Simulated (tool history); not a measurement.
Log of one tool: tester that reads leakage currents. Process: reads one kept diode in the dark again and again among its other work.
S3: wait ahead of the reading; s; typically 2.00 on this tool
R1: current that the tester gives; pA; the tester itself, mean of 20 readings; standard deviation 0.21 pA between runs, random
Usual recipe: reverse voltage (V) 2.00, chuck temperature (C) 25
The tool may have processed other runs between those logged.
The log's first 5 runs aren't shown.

run 6 hour=287.3 | reverse_voltage_(V)=2.00 chuck_temperature_(C)=25 S3=2.00 | R1=68.88
run 7 hour=334.6 | reverse_voltage_(V)=2.00 chuck_temperature_(C)=25 S3=2.00 | R1=68.86
-- hour=355.8 probe card cleaned and baked
run 8 hour=379.7 | reverse_voltage_(V)=2.00 chuck_temperature_(C)=25 S3=2.00 | R1=69.09
run 9 hour=450.2 | reverse_voltage_(V)=2.00 chuck_temperature_(C)=56 S3=2.00 | R1=789.79
run 10 hour=530.8 | reverse_voltage_(V)=2.00 chuck_temperature_(C)=56 S3=2.00 | R1=788.31
run 11 hour=585.8 | reverse_voltage_(V)=2.00 chuck_temperature_(C)=56 S3=2.00 | R1=787.89
run 12 hour=629.5 | reverse_voltage_(V)=2.00 chuck_temperature_(C)=25 S3=2.00 | R1=68.94
-- hour=665.9 chuck's temperature calibrated
run 13 hour=714.5 | reverse_voltage_(V)=2.00 chuck_temperature_(C)=25 S3=2.00 | R1=69.06
run 14 hour=765.6 | reverse_voltage_(V)=2.00 chuck_temperature_(C)=25 S3=2.00 | R1=68.71
run 15 hour=810.3 | reverse_voltage_(V)=2.00 chuck_temperature_(C)=25 S3=2.00 | R1=69.12
run 16 hour=867.2 | reverse_voltage_(V)=2.00 chuck_temperature_(C)=21 S3=2.00 | R1=48.64
run 17 hour=943.7 | reverse_voltage_(V)=2.00 chuck_temperature_(C)=21 S3=2.00 | R1=48.63
run 18 hour=1003.1 | reverse_voltage_(V)=2.00 chuck_temperature_(C)=55 S3=2.00 | R1=730.41
run 19 hour=1085.1 | reverse_voltage_(V)=2.00 chuck_temperature_(C)=55 S3=2.00 | R1=735.62
run 20 hour=1141.1 | reverse_voltage_(V)=2.00 chuck_temperature_(C)=55 S3=2.00 | R1=735.31
run 21 hour=1198.2 | reverse_voltage_(V)=2.00 chuck_temperature_(C)=55 S3=2.00 | R1=735.50
run 22 hour=1251.3 | reverse_voltage_(V)=4.12 chuck_temperature_(C)=46 S3=2.00 | R1=507.18
run 23 hour=1304.3 | reverse_voltage_(V)=13.27 chuck_temperature_(C)=28 S3=2.00 | R1=196.00

Run 24 comes next. What will it give?
run 24 hour=1367.2 | reverse_voltage_(V)=8.38 chuck_temperature_(C)=28 S3=8.77 | R1=?

R1: 160.33 pA
Minus the tool's unlogged condition, the same run would have read R1 160.25 pA.
